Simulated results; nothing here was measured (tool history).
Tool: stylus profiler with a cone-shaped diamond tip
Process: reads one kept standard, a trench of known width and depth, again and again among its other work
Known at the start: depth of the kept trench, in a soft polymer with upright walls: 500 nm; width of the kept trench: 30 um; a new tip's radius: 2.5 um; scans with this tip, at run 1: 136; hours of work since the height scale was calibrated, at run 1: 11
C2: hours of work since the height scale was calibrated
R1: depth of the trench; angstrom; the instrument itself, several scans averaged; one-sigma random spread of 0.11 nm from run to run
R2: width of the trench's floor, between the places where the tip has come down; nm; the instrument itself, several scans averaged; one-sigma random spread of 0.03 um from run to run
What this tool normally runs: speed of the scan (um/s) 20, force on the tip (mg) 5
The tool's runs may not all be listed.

run 1 day=0.000 | speed_of_the_scan_(um/s)=20 force_on_the_tip_(mg)=5 | scans_with_this_tip=136 C2=11 | R1=5111.0 R2=26950
run 2 day=2.638 | speed_of_the_scan_(um/s)=20 force_on_the_tip_(mg)=5 | scans_with_this_tip=738 C2=62 | R1=5110.9 R2=26920
run 3 day=7.888 | speed_of_the_scan_(um/s)=20 force_on_the_tip_(mg)=5 | scans_with_this_tip=1935 C2=163 | R1=5113.3 R2=26680
run 4 day=10.458 | speed_of_the_scan_(um/s)=20 force_on_the_tip_(mg)=5 | scans_with_this_tip=2522 C2=212 | R1=5114.0 R2=26590
run 5 day=13.425 | speed_of_the_scan_(um/s)=20 force_on_the_tip_(mg)=5 | scans_with_this_tip=3198 C2=269 | R1=5114.7 R2=26490
run 6 day=17.108 | speed_of_the_scan_(um/s)=8 force_on_the_tip_(mg)=5 | scans_with_this_tip=4038 C2=339 | R1=5113.1 R2=26460
run 7 day=20.979 | speed_of_the_scan_(um/s)=20 force_on_the_tip_(mg)=5 | scans_with_this_tip=4921 C2=414 | R1=5115.6 R2=26300
run 8 day=26.021 | speed_of_the_scan_(um/s)=20 force_on_the_tip_(mg)=5 | scans_with_this_tip=6071 C2=510 | R1=5115.6 R2=26150
run 9 day=28.233 | speed_of_the_scan_(um/s)=5 force_on_the_tip_(mg)=5 | scans_with_this_tip=6575 C2=553 | R1=5114.8 R2=26090
run 10 day=31.621 | speed_of_the_scan_(um/s)=20 force_on_the_tip_(mg)=5 | scans_with_this_tip=7348 C2=618 | R1=5117.7 R2=25930
run 11 day=34.808 | speed_of_the_scan_(um/s)=20 force_on_the_tip_(mg)=5 | scans_with_this_tip=8075 C2=679 | R1=5119.1 R2=25880

What does the tool deliver on the next run?
run 12 day=37.721 | speed_of_the_scan_(um/s)=20 force_on_the_tip_(mg)=5 | scans_with_this_tip=8739 C2=735 | R1=? R2=?

{"run 12": {"R1": 5118.9, "R2": 25730}}
With no hidden state in the tool, this same run would have given R1 5112.3 angstrom, R2 26910 nm.
